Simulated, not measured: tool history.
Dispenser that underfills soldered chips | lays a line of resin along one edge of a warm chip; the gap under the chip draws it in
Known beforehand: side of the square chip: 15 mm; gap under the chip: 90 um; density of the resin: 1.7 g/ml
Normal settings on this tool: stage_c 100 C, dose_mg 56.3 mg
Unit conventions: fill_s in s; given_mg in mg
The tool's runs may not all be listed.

run 1 hour=0.0 | stage_c=100 dose_mg=56.3 | fill_s=137.7 given_mg=54.61
run 2 hour=2.6 | stage_c=100 dose_mg=56.3 | fill_s=158.6 given_mg=53.84
-- hour=5.0 new syringe of resin
run 3 hour=6.8 | stage_c=111 dose_mg=56.3 | fill_s=69.2 given_mg=54.23
run 4 hour=11.5 | stage_c=111 dose_mg=56.3 | fill_s=88.8 given_mg=54.26
-- hour=15.4 dispensing valve cleaned and set on the balance
-- hour=16.9 new syringe of resin
run 5 hour=17.8 | stage_c=111 dose_mg=56.3 | fill_s=65.7 given_mg=55.83
run 6 hour=20.2 | stage_c=111 dose_mg=56.3 | fill_s=74.2 given_mg=55.75
run 7 hour=22.8 | stage_c=111 dose_mg=56.3 | fill_s=85.8 given_mg=56.03
-- hour=27.6 new syringe of resin
run 8 hour=28.6 | stage_c=111 dose_mg=56.3 | fill_s=67.4 given_mg=55.93
run 9 hour=32.8 | stage_c=96 dose_mg=56.3 | fill_s=156.6 given_mg=55.86
run 10 hour=37.8 | stage_c=100 dose_mg=56.3 | fill_s=170.4 given_mg=55.24
-- hour=38.5 new syringe of resin
run 11 hour=41.5 | stage_c=110 dose_mg=56.3 | fill_s=75.4 given_mg=55.27
run 12 hour=45.8 | stage_c=110 dose_mg=56.3 | fill_s=95.8 given_mg=55.29
run 13 hour=48.7 | stage_c=110 dose_mg=56.3 | fill_s=111.9 given_mg=54.96
-- hour=49.3 new syringe of resin
run 14 hour=52.6 | stage_c=100 dose_mg=56.3 | fill_s=116.1 given_mg=55.25
run 15 hour=57.8 | stage_c=100 dose_mg=56.3 | fill_s=154.5 given_mg=54.79
-- hour=60.0 new syringe of resin
run 16 hour=62.5 | stage_c=100 dose_mg=56.3 | fill_s=112.8 given_mg=55.19
run 17 hour=67.5 | stage_c=100 dose_mg=56.3 | fill_s=149.2 given_mg=54.91
-- hour=70.6 new syringe of resin
run 18 hour=70.6 | stage_c=100 dose_mg=56.3 | fill_s=99.7 given_mg=55.10
run 19 hour=73.1 | stage_c=100 dose_mg=56.3 | fill_s=112.4 given_mg=55.11
run 20 hour=76.6 | stage_c=98 dose_mg=56.5 | fill_s=147.3 given_mg=54.98
run 21 hour=80.2 | stage_c=92 dose_mg=63.4 | fill_s=233.1 given_mg=61.53
-- hour=81.3 new syringe of resin
run 22 hour=85.5 | stage_c=96 dose_mg=53.8 | fill_s=147.6 given_mg=51.86
run 23 hour=91.1 | stage_c=96 dose_mg=53.8 | fill_s=196.8 given_mg=51.95
-- hour=92.4 new syringe of resin
run 24 hour=95.3 | stage_c=96 dose_mg=53.8 | fill_s=136.6 given_mg=51.44
run 25 hour=99.5 | stage_c=92 dose_mg=72.1 | fill_s=198.1 given_mg=69.36
run 26 hour=102.4 | stage_c=109 dose_mg=52.7 | fill_s=116.4 given_mg=50.73
-- hour=103.2 new syringe of resin
-- hour=105.9 dispensing valve cleaned and set on the balance
run 27 hour=107.2 | stage_c=93 dose_mg=52.6 | fill_s=152.1 given_mg=52.55
run 28 hour=110.5 | stage_c=93 dose_mg=52.6 | fill_s=184.9 given_mg=52.23
run 29 hour=113.2 | stage_c=107 dose_mg=66.4 | fill_s=114.1 given_mg=65.69
-- hour=115.2 new syringe of resin
run 30 hour=118.2 | stage_c=105 dose_mg=70.7 | fill_s=91.7 given_mg=70.41
run 31 hour=121.9 | stage_c=96 dose_mg=50.9 | fill_s=167.8 given_mg=50.86
run 32 hour=125.4 | stage_c=96 dose_mg=50.9 | fill_s=199.3 given_mg=49.66
-- hour=126.0 new syringe of resin
run 33 hour=130.7 | stage_c=96 dose_mg=50.9 | fill_s=148.2 given_mg=50.43
run 34 hour=134.8 | stage_c=93 dose_mg=49.9 | fill_s=209.0 given_mg=49.55
-- hour=136.8 new syringe of resin
run 35 hour=137.7 | stage_c=100 dose_mg=54.1 | fill_s=103.7 given_mg=53.57
run 36 hour=142.6 | stage_c=103 dose_mg=67.3 | fill_s=115.0 given_mg=65.91
run 37 hour=145.1 | stage_c=109 dose_mg=67.3 | fill_s=102.5 given_mg=66.66

Below are 3 alternative next runs, each starting from the tool's condition after run 37. Predict each:
-- hour=147.6 new syringe of resin
run A hour=148.0 | stage_c=89 dose_mg=65.3 | fill_s=? given_mg=?
-- hour=147.6 new syringe of resin
run B hour=148.0 | stage_c=109 dose_mg=67.3 | fill_s=? given_mg=?
-- hour=147.6 new syringe of resin
run C hour=148.0 | stage_c=106 dose_mg=72.3 | fill_s=? given_mg=?

run=A fill_s=156.2 given_mg=64.61
run=B fill_s=65.0 given_mg=66.08
run=C fill_s=77.4 given_mg=71.06
Stripped of hidden state, with their random variation kept, the same runs would have yielded:
run=A fill_s=161.9 given_mg=65.71
run=B fill_s=67.0 given_mg=67.20
run=C fill_s=79.9 given_mg=72.27
